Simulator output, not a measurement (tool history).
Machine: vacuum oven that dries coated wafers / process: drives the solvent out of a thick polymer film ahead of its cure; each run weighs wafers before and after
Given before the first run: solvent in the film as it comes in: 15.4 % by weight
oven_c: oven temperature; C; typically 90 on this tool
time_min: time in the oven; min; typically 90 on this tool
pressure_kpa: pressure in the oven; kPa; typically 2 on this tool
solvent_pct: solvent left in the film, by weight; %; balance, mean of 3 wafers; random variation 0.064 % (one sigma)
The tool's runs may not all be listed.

{"run": 1, "hour": 0.0, "oven_c": 90, "time_min": 90, "pressure_kpa": 2, "solvent_pct": 4.33}
{"run": 2, "hour": 19.3, "oven_c": 90, "time_min": 48, "pressure_kpa": 2, "solvent_pct": 6.92}
{"run": 3, "hour": 39.9, "oven_c": 90, "time_min": 48, "pressure_kpa": 2, "solvent_pct": 6.96}
{"run": 4, "hour": 62.4, "oven_c": 90, "time_min": 48, "pressure_kpa": 2, "solvent_pct": 7.05}
{"run": 5, "hour": 85.0, "oven_c": 90, "time_min": 48, "pressure_kpa": 2, "solvent_pct": 6.86}
{"run": 6, "hour": 110.4, "oven_c": 90, "time_min": 90, "pressure_kpa": 2, "solvent_pct": 4.33}
{"run": 7, "hour": 128.7, "oven_c": 90, "time_min": 90, "pressure_kpa": 2, "solvent_pct": 4.29}
{"run": 8, "hour": 147.3, "oven_c": 94, "time_min": 90, "pressure_kpa": 2, "solvent_pct": 3.43}
{"run": 9, "hour": 170.6, "oven_c": 94, "time_min": 90, "pressure_kpa": 2, "solvent_pct": 3.5}
{"run": 10, "hour": 188.0, "oven_c": 98, "time_min": 90, "pressure_kpa": 2, "solvent_pct": 2.65}
{"run": 11, "hour": 202.3, "oven_c": 101, "time_min": 90, "pressure_kpa": 2, "solvent_pct": 2.17}
{"run": 12, "hour": 215.8, "oven_c": 90, "time_min": 90, "pressure_kpa": 2.84, "solvent_pct": 4.68}
{"run": 13, "hour": 230.4, "oven_c": 78, "time_min": 73, "pressure_kpa": 2.44, "solvent_pct": 7.98}
{"run": 14, "hour": 241.0, "oven_c": 78, "time_min": 73, "pressure_kpa": 2.44, "solvent_pct": 8.15}
{"run": 15, "hour": 256.3, "oven_c": 78, "time_min": 75, "pressure_kpa": 2.3, "solvent_pct": 7.82}
{"run": 16, "hour": 277.6, "oven_c": 90, "time_min": 53, "pressure_kpa": 2, "solvent_pct": 6.7}
{"run": 17, "hour": 298.8, "oven_c": 90, "time_min": 53, "pressure_kpa": 2, "solvent_pct": 6.56}
{"run": 18, "hour": 323.1, "oven_c": 87, "time_min": 67, "pressure_kpa": 2, "solvent_pct": 6.29}
{"run": 19, "hour": 348.3, "oven_c": 87, "time_min": 67, "pressure_kpa": 2, "solvent_pct": 6.25}
{"run": 20, "hour": 359.9, "oven_c": 87, "time_min": 145, "pressure_kpa": 3.41, "solvent_pct": 3.66}

What if the next run were any one of these 5? Each begins from the tool's condition after run 20:
{"run": "A", "hour": 384.1, "oven_c": 94, "time_min": 62, "pressure_kpa": 1.55, "solvent_pct": "?"}
{"run": "B", "hour": 384.1, "oven_c": 90, "time_min": 90, "pressure_kpa": 2.91, "solvent_pct": "?"}
{"run": "C", "hour": 384.1, "oven_c": 84, "time_min": 145, "pressure_kpa": 2.72, "solvent_pct": "?"}
{"run": "D", "hour": 384.1, "oven_c": 93, "time_min": 49, "pressure_kpa": 1.45, "solvent_pct": "?"}
{"run": "E", "hour": 384.1, "oven_c": 76, "time_min": 90, "pressure_kpa": 2, "solvent_pct": "?"}

run=A solvent_pct=4.87
run=B solvent_pct=4.58
run=C solvent_pct=4.09
run=D solvent_pct=6.2
run=E solvent_pct=7.72
With the hidden condition removed and each run's random variation left untouched, the same runs would have given:
run=A solvent_pct=4.54
run=B solvent_pct=4.23
run=C solvent_pct=3.73
run=D solvent_pct=5.89
run=E solvent_pct=7.36
